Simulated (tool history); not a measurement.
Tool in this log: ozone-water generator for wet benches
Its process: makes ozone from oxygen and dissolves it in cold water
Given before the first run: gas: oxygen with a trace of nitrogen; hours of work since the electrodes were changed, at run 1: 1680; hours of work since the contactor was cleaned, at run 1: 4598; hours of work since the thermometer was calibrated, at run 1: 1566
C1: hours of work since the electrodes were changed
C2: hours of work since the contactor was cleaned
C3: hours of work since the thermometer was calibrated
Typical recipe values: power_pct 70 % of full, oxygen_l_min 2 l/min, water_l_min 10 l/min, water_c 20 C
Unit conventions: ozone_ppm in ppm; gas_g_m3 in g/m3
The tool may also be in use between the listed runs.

Run 1, hour 0: usual settings; C1 1680; C2 4598; C3 1566. Result: ozone_ppm 26.4 ppm, gas_g_m3 254.4 g/m3.
Run 2, hour 50.7: usual settings; C1 1719; C2 4636; C3 1604. Result: ozone_ppm 26 ppm, gas_g_m3 255.4 g/m3.
Run 3, hour 95.8: usual settings; C1 1753; C2 4670; C3 1638. Result: ozone_ppm 26.1 ppm, gas_g_m3 256.7 g/m3.
Run 4, hour 142.1: usual settings but power_pct 77 % of full; C1 1788; C2 4706; C3 1673. Result: ozone_ppm 28.4 ppm, gas_g_m3 272.7 g/m3.
Run 5, hour 227.6: usual settings but power_pct 77 % of full; C1 1853; C2 4770; C3 1738. Result: ozone_ppm 27.9 ppm, gas_g_m3 274.1 g/m3.
Run 6, hour 282.3: usual settings but power_pct 77 % of full; C1 1894; C2 4812; C3 1780. Result: ozone_ppm 27.7 ppm, gas_g_m3 274.9 g/m3.
Run 7, hour 368.5: usual settings; C1 1960; C2 4877; C3 1845. Result: ozone_ppm 26.1 ppm, gas_g_m3 256.9 g/m3.
Run 8, hour 437.4: usual settings but power_pct 98 % of full; C1 2012; C2 4929; C3 1897. Result: ozone_ppm 33.4 ppm, gas_g_m3 330.6 g/m3.
Run 9, hour 479.4: usual settings but power_pct 98 % of full; C1 2044; C2 4961; C3 1929. Result: ozone_ppm 33.6 ppm, gas_g_m3 326.3 g/m3.
Run 10, hour 551.1: usual settings but power_pct 98 % of full; C1 2098; C2 5016; C3 1984. Result: ozone_ppm 33.5 ppm, gas_g_m3 329.4 g/m3.
Run 11, hour 612.4: usual settings but power_pct 98 % of full; C1 2144; C2 5062; C3 2030. Result: ozone_ppm 33.6 ppm, gas_g_m3 332 g/m3.
Run 12, hour 651.8: usual settings but power_pct 98 % of full; C1 2174; C2 5092; C3 2060. Result: ozone_ppm 33.6 ppm, gas_g_m3 328.1 g/m3.
Run 13, hour 713.5: usual settings; C1 2221; C2 5139; C3 2107. Result: ozone_ppm 25.8 ppm, gas_g_m3 255.9 g/m3.
Run 14, hour 795.7: usual settings; C1 2283; C2 5201; C3 2169. Result: ozone_ppm 25.8 ppm, gas_g_m3 255.3 g/m3.
Run 15, hour 868: usual settings; C1 2338; C2 5256; C3 2224. Result: ozone_ppm 25.9 ppm, gas_g_m3 257.6 g/m3.
Run 16, hour 940.3: usual settings; C1 2393; C2 5311; C3 2279. Result: ozone_ppm 26 ppm, gas_g_m3 257.1 g/m3.
Run 17, hour 1007.1: usual settings but power_pct 40 % of full; C1 2444; C2 5361; C3 2329. Result: ozone_ppm 17.2 ppm, gas_g_m3 169.6 g/m3.
Run 18, hour 1081.2: usual settings; C1 2500; C2 5418; C3 2386. Result: ozone_ppm 26.1 ppm, gas_g_m3 253.8 g/m3.
Run 19, hour 1143: usual settings; C1 2547; C2 5465; C3 2432. Result: ozone_ppm 25.9 ppm, gas_g_m3 255.4 g/m3.
Run 20, hour 1228.1: usual settings; C1 2611; C2 5529; C3 2497. Result: ozone_ppm 25.9 ppm, gas_g_m3 255.8 g/m3.
Run 21, hour 1320.8: usual settings; C1 2682; C2 5599; C3 2567. Result: ozone_ppm 26.3 ppm, gas_g_m3 255.7 g/m3.
Run 22, hour 1359.7: usual settings but oxygen_l_min 1.4 l/min, water_l_min 7 l/min; C1 2711; C2 5629; C3 2597. Result: ozone_ppm 35.8 ppm, gas_g_m3 327.5 g/m3.
Run 23, hour 1419.1: usual settings but oxygen_l_min 1.4 l/min, water_l_min 7 l/min; C1 2756; C2 5674; C3 2642. Result: ozone_ppm 36.3 ppm, gas_g_m3 326 g/m3.
Run 24, hour 1483.3: usual settings but power_pct 55 % of full, oxygen_l_min 2.52 l/min, water_c 24 C; C1 2805; C2 5723; C3 2690. Result: ozone_ppm 20 ppm, gas_g_m3 183.1 g/m3.
Run 25, hour 1567.2: usual settings but power_pct 55 % of full, oxygen_l_min 1.17 l/min, water_c 24 C; C1 2868; C2 5786; C3 2754. Result: ozone_ppm 21.3 ppm, gas_g_m3 310.1 g/m3.
Run 26, hour 1606.7: usual settings but power_pct 55 % of full, oxygen_l_min 1.17 l/min, water_c 24 C; C1 2898; C2 5816; C3 2784. Result: ozone_ppm 21.2 ppm, gas_g_m3 310.8 g/m3.
Run 27, hour 1645.3: usual settings but power_pct 55 % of full, oxygen_l_min 1.17 l/min, water_c 24 C; C1 2928; C2 5845; C3 2813. Result: ozone_ppm 21.2 ppm, gas_g_m3 308.5 g/m3.
Run 28, hour 1715: usual settings but power_pct 61 % of full; C1 2981; C2 5898; C3 2866. Result: ozone_ppm 23.3 ppm, gas_g_m3 232.8 g/m3.
Run 29, hour 1776: usual settings but power_pct 61 % of full; C1 3027; C2 5945; C3 2912. Result: ozone_ppm 23.2 ppm, gas_g_m3 228.8 g/m3.
Run 30, hour 1855.5: usual settings but power_pct 61 % of full, oxygen_l_min 1.7 l/min, water_c 13 C; C1 3087; C2 6005; C3 2973. Result: ozone_ppm 25.6 ppm, gas_g_m3 259 g/m3.
Run 31, hour 1916.7: usual settings but power_pct 61 % of full, oxygen_l_min 1.7 l/min, water_c 13 C; C1 3133; C2 6051; C3 3019. Result: ozone_ppm 25.5 ppm, gas_g_m3 259.1 g/m3.

Alternative continuations, all from the tool just after run 31; predict every row:
Run A, hour 1983.4: usual settings but power_pct 61 % of full, oxygen_l_min 1.7 l/min, water_l_min 15 l/min, water_c 14 C; C1 3184; C2 6102; C3 3070. Result: ozone_ppm ?, gas_g_m3 ?.
Run B, hour 1983.4: usual settings but power_pct 56 % of full, oxygen_l_min 1.69 l/min, water_l_min 11 l/min, water_c 13 C; C1 3184; C2 6102; C3 3070. Result: ozone_ppm ?, gas_g_m3 ?.
Run C, hour 1983.4: usual settings but oxygen_l_min 1.86 l/min, water_l_min 11 l/min, water_c 15 C; C1 3184; C2 6102; C3 3070. Result: ozone_ppm ?, gas_g_m3 ?.
Run D, hour 1983.4: usual settings but power_pct 55 % of full, oxygen_l_min 1.7 l/min, water_c 24 C; C1 3184; C2 6102; C3 3070. Result: ozone_ppm ?, gas_g_m3 ?.
Run E, hour 1983.4: usual settings but power_pct 52 % of full, oxygen_l_min 1.7 l/min, water_l_min 9 l/min, water_c 13 C; C1 3184; C2 6102; C3 3070. Result: ozone_ppm ?, gas_g_m3 ?.

run  ozone_ppm  gas_g_m3
  A       16.7     258.2
  B       22.2     243.9
  C       25.6     267.8
  D         21     240.6
  E         25     226.8
Without the tool's unlogged condition, the same runs would have read:
run  ozone_ppm  gas_g_m3
  A       16.8     258.3
  B       22.2       244
  C       25.6     267.9
  D         21     240.6
  E         25     226.8
